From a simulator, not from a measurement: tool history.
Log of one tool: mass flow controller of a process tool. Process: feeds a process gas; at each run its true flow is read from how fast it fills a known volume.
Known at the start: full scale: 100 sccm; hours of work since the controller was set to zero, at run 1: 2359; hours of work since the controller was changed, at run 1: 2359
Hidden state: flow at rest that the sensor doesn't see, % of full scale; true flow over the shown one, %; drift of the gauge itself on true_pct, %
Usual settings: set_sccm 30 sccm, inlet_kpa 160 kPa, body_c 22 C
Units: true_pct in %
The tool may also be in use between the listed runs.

run	hour	set_sccm	inlet_kpa	body_c	hours of work since the controller was set to zero	hours of work since the controller was changed	true_pct
1	0.0	30	160	22	2359	2359	96.34
2	212.6	30	160	22	2455	2455	96.10
3	372.8	30	160	22	2527	2527	96.09
4	483.4	30	160	22	2577	2577	96.15
5	678.2	30	160	22	2665	2665	96.04
6	850.7	30	160	22	2743	2743	95.90
7	961.1	30	160	22	2793	2793	95.81
8	1158.8	30	189	22	2882	2882	95.78
9	1335.3	30	189	22	2962	2962	95.56
10	1424.5	30	189	22	3002	3002	95.76
11	1582.7	30	160	22	3073	3073	95.43
12	1688.4	30	160	22	3121	3121	95.57
13	1826.3	30	160	22	3183	3183	95.54
14	2011.0	30	160	22	3267	3267	95.40
15	2163.2	30	160	22	3335	3335	95.39
16	2356.0	30	160	22	3423	3423	95.21
17	2556.6	30	160	22	3513	3513	95.22
18	2771.3	30	160	22	3610	3610	95.02
19	2899.1	30	160	22	3668	3668	95.07
20	3065.6	30	160	30	3743	3743	94.14
21	3236.8	30	160	30	3820	3820	94.09
# hour 3252.6: controller's zero set anew
22	3394.8	30	170	22	64	3891	93.13
23	3575.8	86	160	23	146	3973	97.21
24	3782.4	23	160	22	239	4066	91.51
25	3937.5	23	160	22	309	4136	91.39
26	4127.0	23	160	22	395	4222	91.36

Run 27 comes next. What will it give?
27	4244.4	23	160	22	448	4275	?

Run 27 gave true_pct 91.22 %.
Without the tool's hidden state the same run would have given true_pct 98.49 %.

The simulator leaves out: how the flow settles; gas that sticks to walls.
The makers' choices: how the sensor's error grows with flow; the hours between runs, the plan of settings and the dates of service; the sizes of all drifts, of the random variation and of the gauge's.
